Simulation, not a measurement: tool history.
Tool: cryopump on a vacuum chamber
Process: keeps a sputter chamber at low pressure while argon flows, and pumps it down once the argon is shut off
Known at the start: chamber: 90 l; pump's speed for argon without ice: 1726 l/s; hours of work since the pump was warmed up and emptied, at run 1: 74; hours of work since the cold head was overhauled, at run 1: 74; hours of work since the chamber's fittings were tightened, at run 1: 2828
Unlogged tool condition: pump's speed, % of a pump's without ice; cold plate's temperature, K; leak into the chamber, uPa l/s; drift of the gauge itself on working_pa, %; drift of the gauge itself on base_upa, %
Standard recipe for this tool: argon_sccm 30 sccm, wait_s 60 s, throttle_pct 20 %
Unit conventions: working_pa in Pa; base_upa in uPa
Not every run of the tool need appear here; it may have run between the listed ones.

run,hour,argon_sccm,wait_s,throttle_pct,hours of work since the pump was warmed up and emptied,hours of work since the cold head was overhauled,hours of work since the chamber's fittings were tightened,working_pa,base_upa
1,0.0,30,60,20,74,74,2828,0.1474,2.10
2,10.7,30,60,20,78,78,2832,0.1486,1.98
3,23.1,30,60,20,84,84,2838,0.1466,2.03
4,36.1,30,60,20,89,89,2843,0.1478,2.09
5,48.6,30,60,20,95,95,2849,0.1480,2.13
6,55.8,30,60,20,98,98,2852,0.1480,2.05
7,68.4,30,60,20,103,103,2857,0.1477,2.05
8,80.3,30,60,20,108,108,2862,0.1478,2.06
9,94.5,30,60,20,115,115,2868,0.1472,2.04
10,107.3,30,60,20,120,120,2874,0.1475,2.09
11,121.2,30,60,20,126,126,2880,0.1472,2.13
12,132.3,30,60,20,131,131,2885,0.1478,2.11
13,145.9,30,60,20,137,137,2891,0.1486,2.10
14,153.1,30,60,20,140,140,2894,0.1480,2.12
15,161.5,30,60,20,144,144,2897,0.1491,2.15
16,169.5,30,60,19,147,147,2901,0.1560,2.10
17,183.9,30,60,20,153,153,2907,0.1488,2.11
18,194.6,44,60,46,158,158,2912,0.0961,2.10
19,203.7,30,60,36,162,162,2916,0.0834,2.14
20,216.4,20,87,43,167,167,2921,0.0459,1.67
21,229.2,39,25,42,173,173,2927,0.0935,3.99
22,239.8,13,25,23,177,177,2931,0.0558,3.98
23,249.7,16,60,22,182,182,2936,0.0717,2.11
24,261.9,16,60,22,187,187,2941,0.0727,2.12
25,275.8,31,83,20,193,193,2947,0.1531,1.81
26,283.2,31,83,20,196,196,2950,0.1532,1.85
27,298.6,31,83,20,203,203,2957,0.1530,1.76
28,312.8,30,60,33,209,209,2963,0.0909,2.05
29,324.2,25,33,21,214,214,2968,0.1184,3.19
30,331.3,22,50,37,217,217,2971,0.0595,2.43
31,342.3,22,27,23,222,222,2976,0.0949,3.78
32,352.7,23,26,25,226,226,2980,0.0916,3.84
33,362.6,23,26,25,231,231,2984,0.0917,3.77

A few steps of working_pa between consecutive runs. Split each: what settings, incoming material and random variation would produce without the hidden state, and what is left over for the hidden state, along with gauge scatter present in only one of the two compared results (measured, and without hidden state):
Run 20 -> 21: argon_sccm 20 -> 39, wait_s 87 -> 25, throttle_pct 43 -> 42. working_pa +0.0476 Pa: hidden state +0.0011, all else +0.0465.
Run 21 -> 22: argon_sccm 39 -> 13, throttle_pct 42 -> 23. working_pa -0.0377 Pa: hidden state -0.0014, all else -0.0363.
Run 24 -> 25: argon_sccm 16 -> 31, wait_s 60 -> 83, throttle_pct 22 -> 20. working_pa +0.0804 Pa: hidden state +0.0009, all else +0.0795.
Run 27 -> 28: argon_sccm 31 -> 30, wait_s 83 -> 60, throttle_pct 20 -> 33. working_pa -0.0621 Pa: hidden state -0.0001, all else -0.0620.
Run 29 -> 30: argon_sccm 25 -> 22, wait_s 33 -> 50, throttle_pct 21 -> 37. working_pa -0.0589 Pa: hidden state -0.0003, all else -0.0586.
